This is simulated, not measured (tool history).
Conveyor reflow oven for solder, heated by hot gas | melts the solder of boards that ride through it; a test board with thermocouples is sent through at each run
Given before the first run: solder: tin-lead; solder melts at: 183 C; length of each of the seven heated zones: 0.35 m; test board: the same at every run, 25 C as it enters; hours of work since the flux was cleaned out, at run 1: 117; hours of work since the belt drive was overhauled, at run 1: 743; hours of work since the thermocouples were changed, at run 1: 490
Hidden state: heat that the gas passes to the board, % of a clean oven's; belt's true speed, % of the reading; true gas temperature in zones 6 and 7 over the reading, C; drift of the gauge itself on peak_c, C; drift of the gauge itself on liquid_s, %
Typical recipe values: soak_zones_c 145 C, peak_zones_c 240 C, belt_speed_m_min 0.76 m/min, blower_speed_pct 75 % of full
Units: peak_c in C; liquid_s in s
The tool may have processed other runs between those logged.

run,hour,soak_zones_c,peak_zones_c,belt_speed_m_min,blower_speed_pct,hours of work since the flux was cleaned out,hours of work since the belt drive was overhauled,hours of work since the thermocouples were changed,peak_c,liquid_s
1,0,145,240,0.76,75,117,743,490,229.63,50.3
2,36.7,145,240,0.76,75,144,770,518,229.62,50.1
3,90.1,145,240,0.663,75,184,810,557,233.07,59.1
4,121.7,145,240,0.76,75,208,834,581,229.31,50.1
5,179.6,145,240,0.76,58,251,877,624,224.79,47.8
# hour 202.7: flux residue cleaned out of gas plates and filters
6,235.5,145,240,0.76,75,24,915,662,229.08,49.8
# hour 251.9: thermocouples of zones 6 and 7 changed
7,297.4,147,240,0.76,75,69,959,34,226.92,49.8
8,361.5,147,240,0.76,75,117,1007,82,226.73,49.6
9,424.3,147,240,0.76,75,163,1053,128,226.4,49.7
# hour 468.4: belt drive overhauled, speed set with a stopwatch
10,487.6,147,240,0.76,75,208,14,172,225.67,47.8
11,519.9,147,240,0.76,75,232,38,196,225.5,47.8
12,549,151,240,0.76,75,253,60,218,226.05,49.5
# hour 569.8: flux residue cleaned out of gas plates and filters
# hour 597.5: flux residue cleaned out of gas plates and filters, once more
13,608.5,151,240,0.76,75,8,97,255,229.62,51.1
14,645,145,240,0.789,75,35,124,282,227.75,46.6
15,674.1,145,240,0.76,75,57,146,304,228.71,49
16,707.8,158,245,0.76,75,82,171,329,234.94,54.6
17,754.2,158,245,0.76,75,117,205,363,234.92,54.6
18,797.1,154,235,0.792,87,149,237,395,226.43,48.8
19,841.5,157,233,0.639,87,182,270,428,228.8,62.5
20,895.7,152,249,0.639,60,222,311,469,238.42,64.5
21,926.5,145,242,0.76,75,245,333,491,229.9,49.7
# hour 958.5: flux residue cleaned out of gas plates and filters
22,1003,145,242,0.76,75,33,387,545,231.33,50.3
23,1033.6,153,233,0.664,89,56,409,567,229.02,59.4
24,1071.1,153,233,0.664,89,84,437,595,228.91,59.3
25,1119.4,159,246,0.76,80,120,473,631,237.44,56
# hour 1175: thermocouples of zones 6 and 7 changed
26,1186.5,159,246,0.76,80,168,522,9,235.99,55.5
27,1235.8,159,246,0.76,80,205,558,45,235.75,55.5
28,1298.8,159,246,0.76,80,252,605,92,235.81,55.8
# hour 1318.1: flux residue cleaned out of gas plates and filters
29,1367.3,159,254,0.76,66,37,652,139,241.47,57.6

Consider 3 possible next runs. They are alternatives, not a sequence: every one starts from the tool as it was left by run 29. What does each give?
A,1426.5,136,254,0.76,57,81,697,183,?,?
B,1426.5,145,251,0.76,75,81,697,183,?,?
C,1426.5,145,232,0.664,75,81,697,183,?,?

run,peak_c,liquid_s
A,234.71,49.5
B,239.25,52.9
C,224.75,55.6
Stripped of hidden state, with their random variation kept, the same runs would have yielded:
run,peak_c,liquid_s
A,233.79,48.4
B,238.46,51.8
C,223.91,54.4

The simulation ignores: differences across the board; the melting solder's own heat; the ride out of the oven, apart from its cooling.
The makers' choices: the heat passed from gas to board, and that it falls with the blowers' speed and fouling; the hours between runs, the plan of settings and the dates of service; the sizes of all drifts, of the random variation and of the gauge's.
